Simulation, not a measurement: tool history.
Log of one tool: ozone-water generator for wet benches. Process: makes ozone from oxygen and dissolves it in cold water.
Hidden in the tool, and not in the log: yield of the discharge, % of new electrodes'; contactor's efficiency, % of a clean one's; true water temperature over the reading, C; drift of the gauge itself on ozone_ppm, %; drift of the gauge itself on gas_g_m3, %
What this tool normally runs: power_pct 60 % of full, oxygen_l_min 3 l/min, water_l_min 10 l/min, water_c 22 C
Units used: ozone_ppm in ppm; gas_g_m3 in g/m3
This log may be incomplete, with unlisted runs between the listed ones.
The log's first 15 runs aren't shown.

run,hour,power_pct,oxygen_l_min,water_l_min,water_c,hours of work since the electrodes were changed,hours of work since the contactor was cleaned,hours of work since the thermometer was calibrated,ozone_ppm,gas_g_m3
16,617.2,60,3,10,22,1601,139,3318,14.1,141.6
# hour 622.3: water thermometer calibrated
17,660.9,60,3.88,8,22,1627,165,23,16.5,124.5
18,691.3,60,3.88,8,22,1645,183,42,16.3,126.4
19,735.2,41,3.56,8,22,1671,210,68,13.5,107.5
20,780.9,41,1.53,8,27,1699,237,96,12.2,156.3
21,822.3,41,1.53,8,27,1724,262,121,12.1,155
22,868.5,56,5.25,11,15,1752,290,148,14.4,105.2
23,914.1,81,4.7,13,22,1779,317,176,13.5,133.2
# hour 919.3: water thermometer calibrated, once more
24,940.4,79,3,10,22,1795,333,13,16.2,160.8
25,968.5,64,3,7,22,1812,350,30,18.7,143.5
26,1018.4,64,3,7,22,1842,380,60,18.7,144.5
27,1073.2,60,4.75,6,22,1875,413,93,18.6,112.9
28,1100.1,60,4.6,9,22,1891,429,109,15,113.7
29,1148.2,84,3,10,25,1920,458,138,15.8,164.3
30,1193.7,84,3,10,25,1948,486,166,16.1,164.9

5 options for the next run, each taken on its own from the tool as it stands now. Forecast them:
A,1242.5,60,3.99,10,22,1977,515,195,?,?
B,1242.5,84,2.64,15,25,1977,515,195,?,?
C,1242.5,74,2.21,15,22,1977,515,195,?,?
D,1242.5,49,3,10,22,1977,515,195,?,?
E,1242.5,51,3,8,22,1977,515,195,?,?

run,ozone_ppm,gas_g_m3
A,14.1,121.3
B,11.3,173
C,10.7,177.2
D,12.5,124.7
E,14.9,128.3
What these runs would have given with no unlogged condition in the tool:
run,ozone_ppm,gas_g_m3
A,15.5,131.1
B,12.5,189.7
C,11.9,193.2
D,13.6,133.5
E,16.2,137.6
